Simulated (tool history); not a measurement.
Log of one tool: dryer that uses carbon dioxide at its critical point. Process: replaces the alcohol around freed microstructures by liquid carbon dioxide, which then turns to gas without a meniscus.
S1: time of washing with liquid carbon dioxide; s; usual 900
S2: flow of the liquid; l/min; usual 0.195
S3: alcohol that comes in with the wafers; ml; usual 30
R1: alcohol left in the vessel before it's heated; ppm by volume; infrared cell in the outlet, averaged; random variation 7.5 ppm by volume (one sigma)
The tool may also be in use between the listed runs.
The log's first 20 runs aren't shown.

-- hour=695.7 inlet filter changed
run 21 hour=718.2 | S1=1020 S2=0.143 S3=49 | R1=1399
run 22 hour=740.8 | S1=1020 S2=0.143 S3=49 | R1=1437
run 23 hour=775.6 | S1=600 S2=0.164 S3=40 | R1=4749
run 24 hour=823.9 | S1=600 S2=0.164 S3=40 | R1=4906
run 25 hour=866.7 | S1=900 S2=0.166 S3=54 | R1=1632
run 26 hour=916.5 | S1=900 S2=0.122 S3=35 | R1=3052
run 27 hour=963.2 | S1=540 S2=0.119 S3=91 | R1=29292
run 28 hour=1001.1 | S1=900 S2=0.189 S3=46 | R1=934
run 29 hour=1026.7 | S1=900 S2=0.189 S3=46 | R1=932
-- hour=1044.6 inlet filter changed
run 30 hour=1057.3 | S1=900 S2=0.189 S3=46 | R1=748
run 31 hour=1106.9 | S1=1440 S2=0.195 S3=30 | R1=102
run 32 hour=1140.3 | S1=840 S2=0.121 S3=73 | R1=7496
-- hour=1145.6 purifier's bed changed
run 33 hour=1185.7 | S1=1200 S2=0.327 S3=73 | R1=7
run 34 hour=1227.4 | S1=840 S2=0.142 S3=39 | R1=2668

Forecast each of these 3 alternatives for the next run:
run A hour=1268 | S1=780 S2=0.142 S3=30 | R1=?
run B hour=1268 | S1=1020 S2=0.321 S3=21 | R1=?
run C hour=1268 | S1=900 S2=0.195 S3=29 | R1=?

run=A R1=2638
run=B R1=14
run=C R1=443
Without the tool's hidden state the same runs would have given:
run=A R1=2330
run=B R1=6
run=C R1=362
